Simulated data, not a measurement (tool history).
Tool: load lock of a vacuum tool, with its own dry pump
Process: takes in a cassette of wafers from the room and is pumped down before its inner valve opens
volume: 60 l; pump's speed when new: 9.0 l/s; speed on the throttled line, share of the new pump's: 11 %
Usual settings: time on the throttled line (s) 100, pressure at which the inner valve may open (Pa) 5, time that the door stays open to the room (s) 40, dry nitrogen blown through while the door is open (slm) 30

run,hour,time on the throttled line (s),pressure at which the inner valve may open (Pa),time that the door stays open to the room (s),dry nitrogen blown through while the door is open (slm),"incoming humidity of the room's air, %",time from the closed door until the inner valve may open (s),rise of the pressure with all valves shut (Pa/min)
1,0.0,100,5,40,30,47.9,160.3,0.042
2,233.9,100,5,40,30,46.3,161.0,0.041
3,448.2,100,5,40,30,45.6,160.5,0.049
4,727.1,160,5,40,30,44.5,211.5,0.046
5,1037.4,100,5,40,30,44.1,161.1,0.047
6,1341.9,100,5,40,30,46.3,160.7,0.047
7,1516.6,100,5,40,30,45.3,161.6,0.053
8,1810.6,100,5,40,30,46.8,161.6,0.050
9,2199.6,100,5,40,30,43.5,160.8,0.051
10,2476.4,100,5,40,30,49.4,161.6,0.058
11,2685.2,100,5,40,30,43.9,162.2,0.057
12,2886.0,133,7,40,30,46.8,187.6,0.058
13,3227.0,133,7,40,30,45.6,187.1,0.056

Forecast each of these 3 alternatives for the next run:
A,3601.3,193,5,125,16,45.3,?,?
B,3601.3,133,6,40,30,44.5,?,?
C,3601.3,133,7,40,19,42.6,?,?

run,time from the closed door until the inner valve may open (s),rise of the pressure with all valves shut (Pa/min)
A,240.2,0.108
B,188.1,0.057
C,190.0,0.065
Without the tool's hidden state the same runs would have given:
run,time from the closed door until the inner valve may open (s),rise of the pressure with all valves shut (Pa/min)
A,234.7,0.077
B,182.0,0.025
C,183.8,0.034
